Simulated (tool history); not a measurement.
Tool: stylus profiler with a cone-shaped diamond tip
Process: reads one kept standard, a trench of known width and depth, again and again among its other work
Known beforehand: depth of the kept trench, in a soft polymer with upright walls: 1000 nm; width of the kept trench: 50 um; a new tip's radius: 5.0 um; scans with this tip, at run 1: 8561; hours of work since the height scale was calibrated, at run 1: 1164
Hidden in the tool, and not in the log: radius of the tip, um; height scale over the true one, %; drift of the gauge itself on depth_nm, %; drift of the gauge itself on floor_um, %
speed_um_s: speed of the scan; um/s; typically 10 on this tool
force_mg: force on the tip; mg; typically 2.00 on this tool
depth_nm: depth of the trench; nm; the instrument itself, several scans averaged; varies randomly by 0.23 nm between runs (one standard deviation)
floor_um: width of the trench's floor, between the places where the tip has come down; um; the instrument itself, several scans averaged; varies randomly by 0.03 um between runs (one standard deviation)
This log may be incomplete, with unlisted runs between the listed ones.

run	day	speed_um_s	force_mg	scans with this tip	hours of work since the height scale was calibrated	depth_nm	floor_um
1	0.000	10	2.00	8561	1164	1016.31	42.59
2	3.767	9	2.00	8973	1220	1016.68	42.54
3	7.400	26	2.00	9370	1274	1016.73	42.31
4	10.271	26	2.00	9684	1316	1017.21	42.23
5	12.633	26	2.00	9942	1351	1017.35	42.19
6	16.125	10	2.00	10324	1403	1017.13	42.24
# day 19.517: height scale calibrated on a step standard
7	19.838	7	2.00	10727	5	1013.00	42.15
8	21.850	7	2.00	10947	35	1013.33	42.22
9	25.592	7	2.00	11356	90	1013.99	42.09
10	27.467	7	2.00	11561	118	1013.97	42.12
11	31.458	6	2.00	11997	177	1014.16	42.05
12	33.612	10	2.00	12233	209	1013.88	42.02
13	35.275	10	2.00	12415	234	1014.11	41.93
14	38.412	10	2.00	12757	281	1014.28	41.93
15	40.088	18	3.30	12940	306	1019.54	41.82
16	42.138	2	1.12	13164	336	1010.02	41.85
17	45.962	10	4.10	13582	393	1022.47	41.79
18	49.117	10	3.19	13928	440	1019.15	41.72
19	52.808	12	3.14	14331	495	1019.48	41.63
20	56.054	12	3.14	14686	543	1020.01	41.61
21	59.912	12	3.14	15107	600	1020.44	41.50
22	62.788	12	3.14	15422	643	1020.63	41.45
23	64.512	24	1.30	15610	668	1012.17	41.27
24	68.021	5	2.32	15994	721	1017.23	41.36
25	70.638	5	2.32	16280	759	1017.43	41.37
26	73.958	5	3.26	16643	809	1021.42	41.32
27	77.042	10	0.97	16980	855	1011.34	41.21
28	80.021	12	2.18	17305	899	1017.12	41.23

Forecast each of these 4 alternatives for the next run:
A	81.971	10	4.12	17518	928	?	?
B	81.971	7	5.38	17518	928	?	?
C	81.971	8	2.00	17518	928	?	?
D	81.971	12	2.41	17518	928	?	?

run	depth_nm	floor_um
A	1024.88	41.18
B	1029.16	41.19
C	1016.53	41.19
D	1018.00	41.18
Stripped of hidden state, with their random variation kept, the same runs would have yielded:
run	depth_nm	floor_um
A	1021.40	43.94
B	1025.67	43.96
C	1013.08	43.95
D	1014.55	43.95
